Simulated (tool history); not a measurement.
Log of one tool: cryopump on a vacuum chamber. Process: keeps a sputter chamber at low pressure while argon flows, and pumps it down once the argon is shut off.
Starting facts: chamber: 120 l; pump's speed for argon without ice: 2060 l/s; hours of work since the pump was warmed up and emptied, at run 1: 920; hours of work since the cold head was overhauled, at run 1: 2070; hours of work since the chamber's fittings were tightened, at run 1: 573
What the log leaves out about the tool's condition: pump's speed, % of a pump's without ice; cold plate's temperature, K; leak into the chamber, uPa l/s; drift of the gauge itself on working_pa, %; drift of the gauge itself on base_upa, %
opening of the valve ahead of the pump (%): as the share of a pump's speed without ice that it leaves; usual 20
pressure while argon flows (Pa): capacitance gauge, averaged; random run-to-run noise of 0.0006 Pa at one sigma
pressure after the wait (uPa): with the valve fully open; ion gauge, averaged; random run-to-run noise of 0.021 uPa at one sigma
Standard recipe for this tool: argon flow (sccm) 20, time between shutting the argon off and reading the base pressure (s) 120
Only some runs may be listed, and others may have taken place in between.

run    hour  argon flow (sccm)  time between shutting the argon off and reading the base pressure (s)  opening of the valve ahead of the pump (%)  hours of work since the pump was warmed up and emptied  hours of work since the cold head was overhauled  hours of work since the chamber's fittings were tightened  pressure while argon flows (Pa)  pressure after the wait (uPa)
  1     0.0                 20                                                                    120                                          20                                                     920                                              2070                                                        573                           0.0875                           0.90
  2   107.9                 20                                                                    120                                          20                                                    1017                                              2166                                                        669                           0.0894                           1.06
      152.3  -- pump warmed up, emptied and cooled again
  3   168.5                 20                                                                    120                                          36                                                      15                                              2216                                                        719                           0.0461                           0.85
  4   253.4                 20                                                                    120                                          36                                                      90                                              2292                                                        795                           0.0465                           0.94
  5   319.4                 20                                                                    120                                          36                                                     149                                              2351                                                        854                           0.0462                           1.00
  6   410.1                 20                                                                    120                                          36                                                     230                                              2432                                                        935                           0.0471                           1.06
  7   486.1                 20                                                                    120                                          36                                                     298                                              2500                                                       1003                           0.0466                           1.13
  8   596.5                 20                                                                    120                                          36                                                     397                                              2599                                                       1102                           0.0482                           1.23
  9   659.8                 20                                                                    120                                          40                                                     454                                              2655                                                       1158                           0.0439                           1.36
      764.3  -- leaking fittings of the chamber tightened, without venting
 10   770.9                 18                                                                    120                                          20                                                     551                                              2753                                                          6                           0.0765                           0.41
 11   865.9                 31                                                                     24                                          40                                                     636                                              2838                                                         91                           0.0693                           1.37
 12   966.6                  9                                                                     43                                          21                                                     726                                              2928                                                        181                           0.0368                           1.01
 13  1066.1                 18                                                                     89                                          39                                                     815                                              3016                                                        270                           0.0435                           0.75
 14  1169.2                 18                                                                     89                                          39                                                     907                                              3109                                                        362                           0.0435                           0.83
 15  1222.7                 14                                                                    243                                          20                                                     955                                              3156                                                        410                           0.0615                           0.75
 16  1279.5                 14                                                                    197                                          16                                                    1006                                              3207                                                        460                           0.0767                           0.80
     1335.3  -- pump warmed up, emptied and cooled again
 17  1355.3                 34                                                                    120                                          20                                                      18                                              3270                                                        524                           0.1420                           0.75
 18  1466.6                 29                                                                     35                                          54                                                     117                                              3370                                                        623                           0.0457                           1.34

Run 19, settings as shown, results not yet in. Your forecast:
 19  1575.2                 29                                                                     35                                          31                                                     214                                              3467                                                        720                                ?                              ?

{"run 19": {"pressure while argon flows (Pa)": 0.0801, "pressure after the wait (uPa)": 1.41}}
On a tool with no hidden condition, and with the same random variation, this run would have come out at pressure while argon flows (Pa) 0.0776, pressure after the wait (uPa) 0.84.

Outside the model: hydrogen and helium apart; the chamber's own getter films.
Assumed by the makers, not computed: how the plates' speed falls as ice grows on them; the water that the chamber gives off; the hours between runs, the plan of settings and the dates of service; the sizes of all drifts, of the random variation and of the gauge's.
